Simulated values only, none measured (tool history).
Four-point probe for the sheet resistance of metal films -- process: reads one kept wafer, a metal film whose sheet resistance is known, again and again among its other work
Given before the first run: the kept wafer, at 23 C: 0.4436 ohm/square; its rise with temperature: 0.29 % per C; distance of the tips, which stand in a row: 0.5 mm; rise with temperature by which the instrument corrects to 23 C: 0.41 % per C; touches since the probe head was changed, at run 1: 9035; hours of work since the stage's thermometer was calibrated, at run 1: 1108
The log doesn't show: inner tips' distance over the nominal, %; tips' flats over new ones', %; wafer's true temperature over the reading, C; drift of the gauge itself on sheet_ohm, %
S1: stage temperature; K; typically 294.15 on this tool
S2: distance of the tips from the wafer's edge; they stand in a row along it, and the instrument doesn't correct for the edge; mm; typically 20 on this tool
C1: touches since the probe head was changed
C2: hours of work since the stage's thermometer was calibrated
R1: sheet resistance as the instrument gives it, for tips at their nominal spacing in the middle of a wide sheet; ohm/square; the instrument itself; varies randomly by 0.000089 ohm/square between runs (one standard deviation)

Run 1, hour 0.0: usual settings; C1 9035; C2 1108. Result: R1 0.444740 ohm/square.
Run 2, hour 48.1: usual settings; C1 9864; C2 1131. Result: R1 0.444824 ohm/square.
Run 3, hour 84.7: usual settings; C1 10496; C2 1149. Result: R1 0.444868 ohm/square.
Run 4, hour 128.6: usual settings but S2 18 mm; C1 11253; C2 1169. Result: R1 0.444910 ohm/square.
Run 5, hour 166.6: usual settings but S2 18 mm; C1 11909; C2 1188. Result: R1 0.444804 ohm/square.
Run 6, hour 191.4: usual settings; C1 12336; C2 1199. Result: R1 0.444897 ohm/square.
Run 7, hour 213.7: usual settings but S1 295.15 K; C1 12721; C2 1210. Result: R1 0.444175 ohm/square.
Run 8, hour 253.9: usual settings but S1 295.15 K; C1 13414; C2 1229. Result: R1 0.444252 ohm/square.
Run 9, hour 300.6: usual settings; C1 14220; C2 1251. Result: R1 0.444853 ohm/square.
Run 10, hour 339.4: usual settings but S1 300.15 K; C1 14889; C2 1270. Result: R1 0.441608 ohm/square.
Run 11, hour 363.7: usual settings but S1 300.15 K; C1 15309; C2 1281. Result: R1 0.441718 ohm/square.
Run 12, hour 408.7: usual settings but S1 300.15 K; C1 16084; C2 1303. Result: R1 0.441755 ohm/square.
Run 13, hour 454.4: usual settings but S2 30 mm; C1 16873; C2 1324. Result: R1 0.444819 ohm/square.
Run 14, hour 490.4: usual settings but S2 30 mm; C1 17493; C2 1342. Result: R1 0.444549 ohm/square.
At hour 505.5: stage's thermometer calibrated.
Run 15, hour 527.6: usual settings; C1 18126; C2 11. Result: R1 0.444789 ohm/square.
Run 16, hour 564.8: usual settings but S1 301.15 K; C1 18767; C2 28. Result: R1 0.441211 ohm/square.
Run 17, hour 592.8: usual settings but S1 301.15 K; C1 19251; C2 42. Result: R1 0.441180 ohm/square.
Run 18, hour 626.1: usual settings but S1 301.15 K; C1 19825; C2 57. Result: R1 0.441319 ohm/square.
Run 19, hour 676.3: usual settings but S1 300.15 K, S2 53 mm; C1 20692; C2 81. Result: R1 0.441655 ohm/square.
Run 20, hour 701.9: usual settings but S1 300.15 K, S2 53 mm; C1 21133; C2 93. Result: R1 0.441534 ohm/square.
Run 21, hour 739.0: usual settings but S1 300.15 K, S2 53 mm; C1 21773; C2 111. Result: R1 0.441589 ohm/square.
Run 22, hour 781.5: usual settings but S1 301.15 K, S2 4 mm; C1 22505; C2 131. Result: R1 0.444697 ohm/square.
Run 23, hour 825.9: usual settings but S1 301.15 K, S2 4 mm; C1 23271; C2 152. Result: R1 0.444843 ohm/square.
Run 24, hour 874.7: usual settings but S1 298.15 K, S2 14 mm; C1 24114; C2 176. Result: R1 0.442857 ohm/square.
Run 25, hour 896.1: usual settings but S1 306.15 K, S2 50 mm; C1 24483; C2 186. Result: R1 0.438503 ohm/square.
Run 26, hour 920.2: usual settings but S1 306.15 K, S2 50 mm; C1 24898; C2 197. Result: R1 0.438609 ohm/square.
Run 27, hour 949.8: usual settings but S1 300.15 K, S2 60 mm; C1 25408; C2 211. Result: R1 0.441567 ohm/square.
Run 28, hour 999.0: usual settings but S1 300.15 K, S2 60 mm; C1 26257; C2 235. Result: R1 0.441445 ohm/square.
Run 29, hour 1047.8: usual settings but S1 293.15 K, S2 7 mm; C1 27099; C2 258. Result: R1 0.446326 ohm/square.
Run 30, hour 1093.8: usual settings but S1 293.15 K, S2 7 mm; C1 27892; C2 280. Result: R1 0.446324 ohm/square.
Run 31, hour 1115.9: usual settings but S1 307.15 K, S2 27 mm; C1 28274; C2 290. Result: R1 0.438091 ohm/square.
Run 32, hour 1141.8: usual settings but S1 306.15 K, S2 29 mm; C1 28721; C2 303. Result: R1 0.438682 ohm/square.
Run 33, hour 1167.4: usual settings but S1 298.15 K, S2 62 mm; C1 29161; C2 315. Result: R1 0.442540 ohm/square.
Run 34, hour 1210.1: usual settings but S1 299.15 K, S2 6 mm; C1 29899; C2 335. Result: R1 0.443582 ohm/square.

What differs in the tool's unlogged condition from the final listed run ahead of each entry between runs to the first listed run following it?
Between runs 14 and 15: stage's thermometer calibrated (hour 505.5)
  no hidden state differs between the two runs

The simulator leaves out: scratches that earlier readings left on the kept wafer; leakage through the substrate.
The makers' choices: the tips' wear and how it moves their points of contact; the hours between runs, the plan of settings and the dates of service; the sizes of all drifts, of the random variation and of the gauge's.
